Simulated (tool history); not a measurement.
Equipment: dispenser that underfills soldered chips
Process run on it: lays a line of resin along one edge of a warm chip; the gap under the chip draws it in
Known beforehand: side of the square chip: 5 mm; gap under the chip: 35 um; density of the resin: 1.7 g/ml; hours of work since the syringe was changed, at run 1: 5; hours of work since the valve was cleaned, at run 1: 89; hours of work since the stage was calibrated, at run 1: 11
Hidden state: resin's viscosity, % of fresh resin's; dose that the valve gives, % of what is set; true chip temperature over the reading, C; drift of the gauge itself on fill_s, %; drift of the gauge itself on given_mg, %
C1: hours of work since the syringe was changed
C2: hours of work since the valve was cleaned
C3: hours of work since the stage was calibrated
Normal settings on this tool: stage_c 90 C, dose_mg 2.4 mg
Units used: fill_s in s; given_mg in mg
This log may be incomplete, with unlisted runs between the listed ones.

Run 1, hour 0: usual settings; C1 5; C2 89; C3 11. Result: fill_s 23 s, given_mg 2.26 mg.
Run 2, hour 2: usual settings; C1 7; C2 91; C3 13. Result: fill_s 23.5 s, given_mg 2.25 mg.
Run 3, hour 4.6: usual settings; C1 9; C2 93; C3 15. Result: fill_s 25.3 s, given_mg 2.28 mg.
At hour 9: new syringe of resin.
Run 4, hour 9.1: usual settings but dose_mg 2.71 mg; C1 0; C2 96; C3 18. Result: fill_s 19.5 s, given_mg 2.55 mg.
At hour 11.1: dispensing valve cleaned and set on the balance.
Run 5, hour 12.9: usual settings but dose_mg 2.71 mg; C1 2; C2 1; C3 20. Result: fill_s 20.1 s, given_mg 2.7 mg.
Run 6, hour 15.8: usual settings but dose_mg 2.71 mg; C1 5; C2 4; C3 23. Result: fill_s 21.8 s, given_mg 2.71 mg.
Run 7, hour 19.2: usual settings but dose_mg 2.71 mg; C1 7; C2 6; C3 25. Result: fill_s 24 s, given_mg 2.7 mg.
Run 8, hour 22.9: usual settings; C1 10; C2 9; C3 28. Result: fill_s 26.2 s, given_mg 2.37 mg.
At hour 25.7: new syringe of resin.
Run 9, hour 27.4: usual settings but dose_mg 2.1 mg; C1 1; C2 13; C3 32. Result: fill_s 21.2 s, given_mg 2.07 mg.
Run 10, hour 30.4: usual settings but dose_mg 2.1 mg; C1 4; C2 15; C3 34. Result: fill_s 22.6 s, given_mg 2.06 mg.
Run 11, hour 34.4: usual settings but dose_mg 2.1 mg; C1 7; C2 18; C3 37. Result: fill_s 24.8 s, given_mg 2.08 mg.
Run 12, hour 38.6: usual settings; C1 10; C2 22; C3 40. Result: fill_s 27.1 s, given_mg 2.36 mg.
At hour 41: new syringe of resin.
Run 13, hour 42.9: usual settings but stage_c 93 C, dose_mg 2.71 mg; C1 1; C2 25; C3 44. Result: fill_s 17.7 s, given_mg 2.67 mg.
Run 14, hour 46.7: usual settings but stage_c 85 C, dose_mg 2.18 mg; C1 5; C2 28; C3 47. Result: fill_s 27.9 s, given_mg 2.15 mg.
Run 15, hour 50.8: usual settings but stage_c 102 C, dose_mg 2.06 mg; C1 8; C2 31; C3 50. Result: fill_s 15.1 s, given_mg 2.04 mg.
Run 16, hour 53.6: usual settings but dose_mg 2.27 mg; C1 10; C2 33; C3 52. Result: fill_s 26.6 s, given_mg 2.23 mg.
At hour 56.4: new syringe of resin.
Run 17, hour 57.3: usual settings but stage_c 83 C, dose_mg 2.19 mg; C1 1; C2 36; C3 55. Result: fill_s 26.6 s, given_mg 2.14 mg.
Run 18, hour 61.3: usual settings but stage_c 94 C, dose_mg 2.43 mg; C1 4; C2 39; C3 58. Result: fill_s 18.5 s, given_mg 2.37 mg.
Run 19, hour 64.4: usual settings but stage_c 89 C, dose_mg 2.41 mg; C1 6; C2 42; C3 61. Result: fill_s 24.4 s, given_mg 2.35 mg.
Run 20, hour 66.8: usual settings but stage_c 83 C, dose_mg 2.75 mg; C1 8; C2 44; C3 62. Result: fill_s 32.6 s, given_mg 2.67 mg.
Run 21, hour 69.8: usual settings but stage_c 79 C, dose_mg 2.75 mg; C1 11; C2 46; C3 65. Result: fill_s 42.9 s, given_mg 2.67 mg.
At hour 71.8: new syringe of resin.
Run 22, hour 74.6: usual settings but stage_c 79 C, dose_mg 2.75 mg; C1 2; C2 50; C3 68. Result: fill_s 34 s, given_mg 2.67 mg.
Run 23, hour 78.7: usual settings but stage_c 86 C, dose_mg 2.92 mg; C1 5; C2 53; C3 72. Result: fill_s 26.8 s, given_mg 2.81 mg.
Run 24, hour 82.7: usual settings but stage_c 86 C, dose_mg 2.92 mg; C1 9; C2 56; C3 75. Result: fill_s 30.6 s, given_mg 2.81 mg.

4 options for the next run, each taken on its own from the tool as it stands now. Forecast them:
At hour 87.4: new syringe of resin.
Run A, hour 87.7: usual settings but stage_c 95 C; C1 0; C2 60; C3 79. Result: fill_s ?, given_mg ?.
At hour 87.4: new syringe of resin.
Run B, hour 87.7: usual settings but stage_c 88 C, dose_mg 2.41 mg; C1 0; C2 60; C3 79. Result: fill_s ?, given_mg ?.
At hour 87.4: new syringe of resin.
Run C, hour 87.7: usual settings but stage_c 86 C, dose_mg 2.23 mg; C1 0; C2 60; C3 79. Result: fill_s ?, given_mg ?.
At hour 87.4: new syringe of resin.
Run D, hour 87.7: usual settings but stage_c 99 C, dose_mg 2.92 mg; C1 0; C2 60; C3 79. Result: fill_s ?, given_mg ?.

run  fill_s  given_mg
  A    16.4       2.3
  B    21.2       2.3
  C    23.9      2.14
  D    12.9      2.81
Stripped of hidden state, with their random variation kept, the same runs would have yielded:
run  fill_s  given_mg
  A    16.2       2.4
  B      21      2.39
  C    23.7      2.23
  D    12.9      2.92
